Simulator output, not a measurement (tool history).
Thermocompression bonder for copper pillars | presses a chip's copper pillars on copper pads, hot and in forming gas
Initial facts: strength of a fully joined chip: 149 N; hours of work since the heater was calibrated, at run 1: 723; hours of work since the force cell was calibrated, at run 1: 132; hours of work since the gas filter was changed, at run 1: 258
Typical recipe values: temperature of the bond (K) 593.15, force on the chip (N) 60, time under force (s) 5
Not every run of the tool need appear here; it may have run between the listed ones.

run,hour,temperature of the bond (K),force on the chip (N),time under force (s),hours of work since the heater was calibrated,hours of work since the force cell was calibrated,hours of work since the gas filter was changed,force that shears a chip off (N)
1,0,593.15,60,5,723,132,258,75.2
2,35.6,593.15,60,5,737,147,273,75.8
3,91.4,593.15,60,5,760,170,296,75.3
4,134.8,593.15,60,12,778,188,313,99.1
5,172.3,593.15,60,12,793,203,329,97.8
# hour 180.8: forming gas filter changed
6,227,593.15,60,12,816,225,19,101.2
7,271.4,593.15,60,12,834,244,37,100.9
8,334.6,593.15,60,5,860,270,63,77.9
9,398.6,593.15,60,5,886,296,89,78
10,439.7,593.15,60,8,903,313,106,90
11,514.1,593.15,60,8,933,343,137,89.7
12,557.3,593.15,60,8,951,361,155,90.3
13,636.7,593.15,60,8,984,394,187,90.2
14,674.6,593.15,60,8,999,409,203,90.5
15,729,593.15,60,8,1022,432,225,90.1
16,775.4,593.15,60,8,1041,451,244,89.8
17,839.6,593.15,60,8,1067,477,270,89.3
18,898.3,593.15,60,8,1091,501,295,89.1
19,968.6,593.15,51,8,1120,530,323,83.3
# hour 993: forming gas filter changed
20,1015.2,593.15,51,8,1139,549,9,87.6
21,1056.5,593.15,51,8,1156,566,26,86.8
22,1088.8,590.15,42,5,1169,579,39,65.5
23,1124.7,608.15,42,5,1184,594,54,77.4
24,1202.4,608.15,42,5,1216,626,86,78.2
25,1271.6,618.15,87,5,1244,654,114,112.9
26,1312.1,564.15,85,7,1261,671,131,77.9
# hour 1335.6: heater calibrated with a thermocouple chip
27,1353.1,593.15,78,5,7,687,147,77.9

Estimate the outcome of run 28 from the log above:
28,1405,593.15,61,11,28,708,168,?

{"run 28": {"force that shears a chip off (N)": 89.4}}
Without the tool's hidden state the same run would have given force that shears a chip off (N) 93.5.

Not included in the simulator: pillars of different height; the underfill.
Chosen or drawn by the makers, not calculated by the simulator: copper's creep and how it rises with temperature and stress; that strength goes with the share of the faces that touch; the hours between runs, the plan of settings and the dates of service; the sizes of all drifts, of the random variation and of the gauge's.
